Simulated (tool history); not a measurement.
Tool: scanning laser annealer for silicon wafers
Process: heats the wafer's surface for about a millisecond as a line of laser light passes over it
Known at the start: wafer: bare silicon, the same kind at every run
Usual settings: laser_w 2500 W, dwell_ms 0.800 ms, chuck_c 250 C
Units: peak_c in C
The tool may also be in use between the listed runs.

run     day  laser_w  dwell_ms  chuck_c  peak_c
  1   0.000     2500     0.800      250     920
  2   0.404     2500     0.861      250     947
  3   0.817     2500     0.800      215     887
  4   1.412     2500     0.800      215     884
  5   1.817     2728     0.800      250    1001
  6   2.358     2500     0.800      250     916
  7   3.033     2500     0.800      250     915
  8   3.558     2500     0.800      250     913
  9   4.225     2500     0.800      250     909
 10   4.512     2500     0.800      250     912
 11   5.125     2500     0.800      250     916
 12   5.467     2500     0.800      250     914
 13   6.104     2500     0.800      250     911
 14   6.638     2500     0.800      250     910
 15   7.046     2500     0.800      250     907
 16   7.488     2627     0.888      250     997
      7.662  -- laser's power meter calibrated
 17   8.212     2627     0.950      273    1043
 18   8.692     2627     0.950      273    1047
 19   9.196     2411     0.788      251     874
 20   9.746     2411     0.788      251     870
     10.254  -- laser's power meter calibrated, once more
 21  10.346     2411     0.788      251     875
 22  10.796     2198     0.618      250     729
 23  11.108     2172     0.665      252     744
 24  11.638     2172     0.600      252     716
 25  12.262     2248     0.892      256     861
 26  12.850     2540     0.941      276    1004
 27  13.396     2277     0.844      278     872

4 ways to go on from here, each from the tool as it stands after run 27. What would each give?
  A  13.804     2610     0.721      228       ?
  B  13.804     2380     0.800      250       ?
  C  13.804     2199     0.709      252       ?
  D  13.804     2221     0.755      257       ?

run  peak_c
  A     884
  B     864
  C     763
  D     797
Without the tool's hidden state the same runs would have given:
run  peak_c
  A     932
  B     908
  C     800
  D     836

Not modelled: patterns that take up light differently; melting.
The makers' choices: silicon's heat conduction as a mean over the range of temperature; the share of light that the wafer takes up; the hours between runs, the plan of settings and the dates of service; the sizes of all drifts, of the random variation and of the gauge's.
